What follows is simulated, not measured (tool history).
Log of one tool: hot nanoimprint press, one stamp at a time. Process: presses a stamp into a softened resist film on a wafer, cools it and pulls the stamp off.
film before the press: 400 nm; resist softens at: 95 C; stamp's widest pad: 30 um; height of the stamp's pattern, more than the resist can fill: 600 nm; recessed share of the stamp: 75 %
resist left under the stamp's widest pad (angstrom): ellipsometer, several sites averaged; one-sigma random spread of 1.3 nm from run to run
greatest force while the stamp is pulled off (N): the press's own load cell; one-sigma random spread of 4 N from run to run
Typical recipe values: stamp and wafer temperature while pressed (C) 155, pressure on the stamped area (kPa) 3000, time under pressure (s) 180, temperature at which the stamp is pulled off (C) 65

run	day	stamp and wafer temperature while pressed (C)	pressure on the stamped area (kPa)	time under pressure (s)	temperature at which the stamp is pulled off (C)	resist left under the stamp's widest pad (angstrom)	greatest force while the stamp is pulled off (N)
1	0	155	3000	180	65	2185	222
2	0.383	155	3000	180	65	2154	230
3	0.608	155	3000	290	65	1828	225
4	1.012	155	3000	290	65	1849	228
# day 1.188: plate thermocouple calibrated
5	1.562	155	3000	290	65	1751	224
6	2.008	155	3000	290	65	1788	216
7	2.333	155	3000	180	55	2140	268
8	2.679	155	2990	180	65	2121	220
# day 3.029: stamp cleaned and given a new release coat
9	3.438	155	2990	180	65	2106	199
10	3.742	155	3000	240	65	1910	197
11	3.971	155	3000	240	65	1909	194
12	4.388	155	3000	240	65	1903	190
13	4.625	155	3000	240	65	1935	191
14	5.008	155	3000	240	65	1917	192
15	5.45	155	3000	180	67	2143	180
16	5.75	146	3000	180	71	2878	169
17	6.217	155	2790	221	65	2029	192
18	6.479	152	3290	129	51	2558	265
19	6.762	159	3000	180	53	1849	246
20	7.042	152	1940	180	53	2739	247
21	7.583	145	4190	180	53	2680	250
22	8.079	156	3000	180	67	2055	190
23	8.588	155	2800	180	65	2204	207

5 options for the next run, each taken on its own from the tool as it stands now. Forecast them:
A	9.046	155	1960	92	65	?	?
B	9.046	162	3780	180	66	?	?
C	9.046	155	2800	315	65	?	?
D	9.046	155	4500	180	65	?	?
E	9.046	157	3000	180	68	?	?

run	resist left under the stamp's widest pad (angstrom)	greatest force while the stamp is pulled off (N)
A	2973	210
B	1516	198
C	1779	202
D	1811	209
E	2027	188
With no hidden state in the tool, these same runs would have given:
run	resist left under the stamp's widest pad (angstrom)	greatest force while the stamp is pulled off (N)
A	2942	198
B	1482	187
C	1743	191
D	1769	197
E	1989	177

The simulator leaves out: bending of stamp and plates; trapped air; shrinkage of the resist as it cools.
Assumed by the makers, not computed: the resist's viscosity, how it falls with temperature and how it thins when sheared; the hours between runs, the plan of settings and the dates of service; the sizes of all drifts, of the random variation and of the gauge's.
